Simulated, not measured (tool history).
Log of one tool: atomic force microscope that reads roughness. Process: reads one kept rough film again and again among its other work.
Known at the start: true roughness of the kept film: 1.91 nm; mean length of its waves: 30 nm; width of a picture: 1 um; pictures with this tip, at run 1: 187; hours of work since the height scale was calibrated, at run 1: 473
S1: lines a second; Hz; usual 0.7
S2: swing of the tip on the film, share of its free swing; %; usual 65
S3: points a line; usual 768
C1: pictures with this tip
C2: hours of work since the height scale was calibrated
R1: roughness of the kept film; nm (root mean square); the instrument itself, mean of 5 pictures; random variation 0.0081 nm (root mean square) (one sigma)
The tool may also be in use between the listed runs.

run 1 hour=0 | S1=0.7 S2=65 S3=768 | C1=187 C2=473 | R1=1.69
run 2 hour=25 | S1=0.7 S2=65 S3=709 | C1=220 C2=485 | R1=1.679
run 3 hour=57 | S1=0.7 S2=65 S3=308 | C1=262 C2=500 | R1=1.64
-- hour=76.3 new tip fitted
run 4 hour=90.7 | S1=0.7 S2=68 S3=768 | C1=19 C2=515 | R1=1.742
run 5 hour=123.9 | S1=0.7 S2=65 S3=315 | C1=62 C2=531 | R1=1.711
run 6 hour=152.6 | S1=0.7 S2=65 S3=768 | C1=100 C2=544 | R1=1.702
run 7 hour=187.2 | S1=0.7 S2=65 S3=768 | C1=146 C2=560 | R1=1.683
-- hour=191.4 height scale calibrated on a step standard
run 8 hour=203.1 | S1=0.7 S2=65 S3=768 | C1=165 C2=5 | R1=1.682
run 9 hour=219.2 | S1=0.7 S2=65 S3=768 | C1=187 C2=13 | R1=1.674
run 10 hour=240.3 | S1=0.7 S2=65 S3=922 | C1=214 C2=23 | R1=1.668
run 11 hour=261.6 | S1=3.289 S2=65 S3=922 | C1=242 C2=33 | R1=1.543
-- hour=277 height scale calibrated on a step standard, once more
run 12 hour=288.4 | S1=0.986 S2=65 S3=311 | C1=276 C2=5 | R1=1.586
-- hour=297.1 new tip fitted
run 13 hour=306 | S1=0.957 S2=65 S3=768 | C1=12 C2=13 | R1=1.729
run 14 hour=321.9 | S1=0.935 S2=63 S3=768 | C1=33 C2=21 | R1=1.754
run 15 hour=344.4 | S1=0.935 S2=63 S3=768 | C1=63 C2=31 | R1=1.735
run 16 hour=366.5 | S1=0.935 S2=63 S3=768 | C1=92 C2=42 | R1=1.696
run 17 hour=393 | S1=0.935 S2=63 S3=768 | C1=126 C2=54 | R1=1.683
run 18 hour=414.8 | S1=2.9 S2=67 S3=402 | C1=155 C2=64 | R1=1.558
run 19 hour=440.3 | S1=0.512 S2=74 S3=284 | C1=189 C2=76 | R1=1.635

Forecast each of these 3 alternatives for the next run:
run A hour=458.2 | S1=0.512 S2=81 S3=430 | C1=212 C2=85 | R1=?
run B hour=458.2 | S1=0.7 S2=65 S3=447 | C1=212 C2=85 | R1=?
run C hour=458.2 | S1=3.277 S2=62 S3=822 | C1=212 C2=85 | R1=?

run=A R1=1.621
run=B R1=1.641
run=C R1=1.561
Without the tool's hidden state the same runs would have given:
run=A R1=1.731
run=B R1=1.752
run=C R1=1.666
